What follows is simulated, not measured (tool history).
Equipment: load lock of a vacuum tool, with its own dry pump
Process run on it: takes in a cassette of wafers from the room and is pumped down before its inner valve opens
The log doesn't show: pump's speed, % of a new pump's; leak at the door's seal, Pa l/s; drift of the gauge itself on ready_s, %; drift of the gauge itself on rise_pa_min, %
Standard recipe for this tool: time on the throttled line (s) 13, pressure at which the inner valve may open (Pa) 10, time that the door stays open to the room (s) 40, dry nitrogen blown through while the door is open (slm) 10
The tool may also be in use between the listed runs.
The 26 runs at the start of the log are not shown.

run,hour,time on the throttled line (s),pressure at which the inner valve may open (Pa),time that the door stays open to the room (s),dry nitrogen blown through while the door is open (slm),hours that the pump has run since its overhaul,times that the door has closed on its seal,"incoming humidity of the room's air, %",time from the closed door until the inner valve may open (s),rise of the pressure with all valves shut (Pa/min)
27,2208.4,7,10,97,12,3255,22168,46.2,24.5,0.38
28,2288,7,10,97,12,3335,22505,43.7,24,0.395
29,2383.1,10,14,29,7,3430,22908,44.4,25.6,0.351
30,2447.4,10,14,29,7,3494,23181,46.3,25.7,0.353
31,2522.4,13,17,40,21,3569,23499,47.8,27.3,0.357
32,2584.4,13,17,40,21,3631,23761,43.7,27,0.356
33,2693.1,13,17,40,21,3740,24222,41.7,28.3,0.374
34,2747,13,17,40,11,3794,24451,43.6,27.5,0.383
35,2865.7,13,14,40,17,3913,24954,44.9,27.9,0.391
36,2943.9,10,8,28,10,3991,25285,45.2,27.2,0.388
37,3054.5,14,8,37,27,4102,25754,41.9,30.4,0.391
38,3142.9,14,8,37,27,4190,26128,46.3,29.7,0.404

3 options for the next run, each taken on its own from the tool as it stands now. Forecast them:
A,3241.8,13,18,40,5,4289,26547,40.4,?,?
B,3241.8,13,10,40,5,4289,26547,45.1,?,?
C,3241.8,9,10,211,32,4289,26547,46.5,?,?

run,time from the closed door until the inner valve may open (s),rise of the pressure with all valves shut (Pa/min)
A,27.3,0.43
B,29.3,0.439
C,25.8,0.492
With no hidden state in the tool, these same runs would have given:
run,time from the closed door until the inner valve may open (s),rise of the pressure with all valves shut (Pa/min)
A,26.5,0.076
B,28.4,0.083
C,24.9,0.136
